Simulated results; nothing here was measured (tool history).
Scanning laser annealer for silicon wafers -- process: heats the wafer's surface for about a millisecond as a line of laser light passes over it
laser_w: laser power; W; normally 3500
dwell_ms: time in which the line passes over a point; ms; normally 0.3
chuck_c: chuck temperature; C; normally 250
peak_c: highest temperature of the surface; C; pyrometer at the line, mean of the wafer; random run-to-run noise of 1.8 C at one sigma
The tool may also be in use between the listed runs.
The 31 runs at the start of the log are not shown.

run,hour,laser_w,dwell_ms,chuck_c,hours of work since the window was cleaned,hours of work since the power meter was calibrated,hours of work since the optics were aligned,peak_c
32,728.3,3443,0.231,211,529,727,64,774
33,744.9,3444,0.36,286,541,740,77,992
34,761,3444,0.36,286,553,752,89,993
35,780.7,3444,0.36,286,568,767,104,992
36,803.2,3444,0.36,286,585,784,121,992
37,827.5,3500,0.267,250,603,802,139,868
# hour 839: optics aligned, line set to its width, once more
38,866.3,3500,0.267,250,629,828,21,878
# hour 892.1: window over the wafer cleaned
39,897.9,3428,0.267,275,4,850,43,916
40,920.5,3500,0.3,286,21,867,60,980
41,945.8,3500,0.3,286,40,886,79,981

3 options for the next run, each taken on its own from the tool as it stands now. Forecast them:
A,969.8,3500,0.293,250,58,904,97,?
B,969.8,3435,0.217,250,58,904,97,?
C,969.8,3500,0.213,262,58,904,97,?

run,peak_c
A,934
B,824
C,846
With the hidden condition removed and each run's random variation left untouched, the same runs would have given:
run,peak_c
A,943
B,832
C,854
